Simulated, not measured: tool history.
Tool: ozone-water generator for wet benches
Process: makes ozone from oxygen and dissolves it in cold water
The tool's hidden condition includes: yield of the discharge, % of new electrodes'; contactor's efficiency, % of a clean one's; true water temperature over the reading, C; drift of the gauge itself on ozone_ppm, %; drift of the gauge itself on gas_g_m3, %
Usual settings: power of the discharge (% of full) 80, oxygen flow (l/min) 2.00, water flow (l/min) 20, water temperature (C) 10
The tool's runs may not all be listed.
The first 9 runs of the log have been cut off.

run	hour	power of the discharge (% of full)	oxygen flow (l/min)	water flow (l/min)	water temperature (C)	hours of work since the electrodes were changed	hours of work since the contactor was cleaned	hours of work since the thermometer was calibrated	dissolved ozone (ppm)	ozone in the gas ahead of the water (g/m3)
10	382.5	80	2.00	12	10	1094	3261	999	15.3	160.9
11	430.9	80	2.00	12	10	1124	3291	1029	15.4	158.8
12	471.3	41	2.00	20	10	1149	3316	1054	4.9	87.6
13	521.8	41	2.00	20	10	1180	3348	1085	4.9	88.7
14	549.9	80	2.00	20	10	1198	3365	1102	8.8	160.2
15	607.4	80	2.00	19	10	1233	3401	1138	9.4	158.3
16	659.4	80	2.73	19	10	1265	3433	1170	10.1	131.8
17	715.5	80	2.73	19	10	1300	3467	1205	9.8	134.1
18	743.1	80	2.73	13	10	1317	3485	1222	14.7	131.4
19	792.2	80	2.73	13	10	1347	3515	1252	14.7	132.3
20	850.3	78	2.00	20	6	1383	3551	1288	8.8	158.1
21	881.9	77	1.68	20	12	1403	3570	1308	8.0	171.2
# hour 903.3: contactor cleaned
22	920.9	87	1.68	23	8	1425	11	1329	7.8	190.4
23	978.6	80	2.00	14	10	1460	47	1365	13.2	159.9
24	1005.7	49	2.00	14	8	1477	63	1382	8.8	102.0
25	1052.8	56	3.10	17	9	1506	93	1411	8.4	90.4
26	1097.4	80	1.20	25	10	1534	120	1438	6.0	217.2
27	1128.5	73	2.00	20	10	1553	139	1458	8.1	146.7
28	1162.6	46	1.76	15	7	1574	160	1479	7.3	105.1
29	1214.1	46	1.76	15	7	1606	192	1511	7.4	106.2
30	1245.9	46	1.76	15	7	1626	212	1530	7.4	105.1
31	1299.1	72	2.00	16	5	1659	245	1563	10.6	144.8
32	1337.9	49	1.36	16	16	1683	269	1587	6.5	130.3
33	1375.4	49	1.36	16	16	1706	292	1610	6.7	129.3
34	1423.0	53	3.15	31	6	1735	321	1640	3.9	84.6

Branching from run 34: 3 alternative next runs. What would each branch give?
A	1451.7	53	2.90	12	6	1753	339	1658	?	?
B	1451.7	52	3.15	31	6	1753	339	1658	?	?
C	1451.7	53	3.15	31	7	1753	339	1658	?	?

run	dissolved ozone (ppm)	ozone in the gas ahead of the water (g/m3)
A	11.4	88.8
B	3.9	82.1
C	3.9	85.0
What these runs would have given with no unlogged condition in the tool:
run	dissolved ozone (ppm)	ozone in the gas ahead of the water (g/m3)
A	11.4	88.8
B	3.9	82.2
C	3.9	85.1

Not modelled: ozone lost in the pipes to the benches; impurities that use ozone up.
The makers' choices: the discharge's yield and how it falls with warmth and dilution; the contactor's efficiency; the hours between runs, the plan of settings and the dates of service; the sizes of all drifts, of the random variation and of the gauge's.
